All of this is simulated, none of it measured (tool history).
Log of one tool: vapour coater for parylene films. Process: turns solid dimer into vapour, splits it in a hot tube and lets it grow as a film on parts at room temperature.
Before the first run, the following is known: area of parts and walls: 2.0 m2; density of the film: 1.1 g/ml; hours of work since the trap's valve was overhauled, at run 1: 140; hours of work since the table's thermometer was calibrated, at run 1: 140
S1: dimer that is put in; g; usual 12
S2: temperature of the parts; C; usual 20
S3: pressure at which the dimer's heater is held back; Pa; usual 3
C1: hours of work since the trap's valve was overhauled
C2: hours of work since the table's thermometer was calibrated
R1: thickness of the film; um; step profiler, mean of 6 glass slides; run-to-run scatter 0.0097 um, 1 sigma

| run | hour | S1 | S2 | S3 | C1 | C2 | R1 |
|---|---|---|---|---|---|---|---|
| 1 | 0 | 12 | 20 | 3 | 140 | 140 | 2.829 |
| 2 | 58.3 | 12 | 20 | 3 | 184 | 184 | 2.812 |
| 3 | 132.7 | 14 | 20 | 3 | 239 | 239 | 3.275 |
| 4 | 170.1 | 14 | 27 | 3 | 267 | 267 | 2.494 |
| 5 | 244.3 | 14 | 27 | 3 | 323 | 323 | 2.476 |
| 6 | 280.6 | 14 | 27 | 3 | 350 | 350 | 2.444 |
| 7 | 333.8 | 14 | 27 | 3 | 390 | 390 | 2.45 |
| 8 | 372.5 | 14 | 27 | 3 | 419 | 419 | 2.431 |
|  | 388.9 | trap's valve overhauled |
| 9 | 416.5 | 12 | 22 | 6.4 | 21 | 449 | 2.404 |
| 10 | 458.2 | 12 | 22 | 3 | 52 | 480 | 2.716 |

Predict the results of run 11:
| 11 | 499.2 | 12 | 22 | 3 | 83 | 511 | ? |

{"run 11": {"R1": 2.699}}
Take away the tool's hidden state, keep the run-to-run variation as it was, and the same run would have given R1 2.67 um.

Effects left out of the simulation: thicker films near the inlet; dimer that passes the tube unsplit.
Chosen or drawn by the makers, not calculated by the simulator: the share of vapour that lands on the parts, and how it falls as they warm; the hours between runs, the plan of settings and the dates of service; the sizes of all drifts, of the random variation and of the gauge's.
